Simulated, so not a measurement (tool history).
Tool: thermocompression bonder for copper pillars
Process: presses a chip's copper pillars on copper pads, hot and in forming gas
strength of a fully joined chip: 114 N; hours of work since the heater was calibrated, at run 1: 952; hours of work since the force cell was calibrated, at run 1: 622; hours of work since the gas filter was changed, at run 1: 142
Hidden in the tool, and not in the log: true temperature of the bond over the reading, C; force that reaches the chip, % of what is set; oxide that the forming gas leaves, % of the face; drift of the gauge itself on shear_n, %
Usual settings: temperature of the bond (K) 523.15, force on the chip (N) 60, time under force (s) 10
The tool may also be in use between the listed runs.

run	hour	temperature of the bond (K)	force on the chip (N)	time under force (s)	hours of work since the heater was calibrated	hours of work since the force cell was calibrated	hours of work since the gas filter was changed	force that shears a chip off (N)
1	0	523.15	60	10	952	622	142	76
2	38.1	523.15	60	10	970	640	160	76.1
3	65.8	523.15	60	19	983	653	173	88.1
4	87	505.15	60	10	993	663	183	65.1
5	129.7	505.15	60	10	1013	683	203	64.7
6	168.2	505.15	60	10	1032	701	221	65.2
7	209.1	505.15	60	10	1051	721	240	64.7
8	232.6	523.15	51	10	1062	732	251	64.4
# hour 258: forming gas filter changed
9	264.6	523.15	51	10	1077	747	3	67
10	293.6	523.15	60	15	1090	760	17	85.1
11	321.3	523.15	60	15	1103	773	30	85.3
12	343.3	523.15	60	20	1114	784	40	89.7
13	369.5	523.15	60	20	1126	796	53	89.8
14	403.6	523.15	60	10	1142	812	69	76.6
15	429	523.15	60	10	1154	824	81	76.5
16	466.1	523.15	60	10	1172	841	98	75.8
17	497	523.15	60	19	1186	856	113	88.7
18	540.4	523.15	60	19	1207	877	133	87.5
19	559.6	523.15	60	19	1216	886	142	87.8
20	585.1	505.15	60	10	1228	898	154	64.8
21	609.3	551.15	60	10	1239	909	166	87.3
22	649.7	551.15	60	10	1258	928	185	87.8
# hour 653.1: force cell calibrated
23	678.7	544.15	87	16	1271	12	198	103.7
24	710.6	544.15	55	12	1286	27	213	82.5
25	732.5	544.15	55	12	1297	37	223	80.7
26	752.2	531.15	84	7	1306	47	232	89.6
27	793.4	535.15	70	10	1325	66	252	86.9
# hour 818.1: forming gas filter changed
28	829.4	523.15	38	21	1342	83	5	63
29	864.3	550.15	61	6	1358	99	22	80.2
# hour 902.3: force cell calibrated, once more
30	912.4	536.15	60	16	1380	5	44	92.6
31	940	512.15	61	27	1393	18	57	91.7
32	971.6	512.15	61	27	1408	33	72	92
33	1007.7	540.15	78	27	1425	50	89	108.5

Forecast each of these 5 alternatives for the next run:
A	1042.3	523.15	67	10	1442	66	105	?
B	1042.3	501.15	60	10	1442	66	105	?
C	1042.3	540.15	50	27	1442	66	105	?
D	1042.3	493.15	56	10	1442	66	105	?
E	1042.3	540.15	42	6	1442	66	105	?

run	force that shears a chip off (N)
A	83.6
B	64.1
C	92.8
D	55
E	54.2
Without the tool's hidden state the same runs would have given:
run	force that shears a chip off (N)
A	87.5
B	68
C	96.4
D	58.7
E	57.4

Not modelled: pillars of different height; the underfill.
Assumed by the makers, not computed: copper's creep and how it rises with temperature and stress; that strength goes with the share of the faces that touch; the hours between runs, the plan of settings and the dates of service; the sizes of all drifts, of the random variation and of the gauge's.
